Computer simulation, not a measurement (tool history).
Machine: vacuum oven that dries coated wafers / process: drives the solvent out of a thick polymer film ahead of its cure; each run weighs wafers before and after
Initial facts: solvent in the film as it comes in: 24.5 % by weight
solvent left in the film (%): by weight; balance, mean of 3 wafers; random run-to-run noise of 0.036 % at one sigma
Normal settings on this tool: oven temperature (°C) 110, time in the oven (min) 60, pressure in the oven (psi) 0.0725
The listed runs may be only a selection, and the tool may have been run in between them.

run,hour,oven temperature (°C),time in the oven (min),pressure in the oven (psi),solvent left in the film (%)
1,0,110,60,0.0725,2.89
2,24.9,110,60,0.0725,2.87
3,49.8,110,70,0.0725,2.18
4,82,110,70,0.0725,2.15
5,113.5,110,38,0.0725,5.84
6,144.9,110,60,0.0725,2.96
7,172.7,110,60,0.0725,2.93
8,203.7,110,60,0.0725,2.96
9,234.4,110,56,0.0725,3.33
10,266.6,110,56,0.0725,3.42
11,294.7,110,91,0.038,1.2
12,313.9,106,35,0.038,8.42
13,329.2,101,35,0.2748,11.05
14,346.8,101,89,0.0779,4.38
15,370.8,101,89,0.0779,4.36
16,396.9,110,48,0.0725,4.37
17,422.9,103,60,0.0978,6.19
18,436.6,98,55,0.0918,9.31

Here are 4 independent what-if runs from the current tool condition. What would each one return?
A,462.1,103,103,0.0725,?
B,462.1,98,30,0.0918,?
C,462.1,123,55,0.0569,?
D,462.1,107,54,0.0741,?

run,solvent left in the film (%)
A,2.71
B,13.03
C,0.51
D,4.97
The same runs, with their run-to-run variation unchanged, on a tool lacking any hidden condition would have given:
run,solvent left in the film (%)
A,2.25
B,12.56
C,0.35
D,4.44
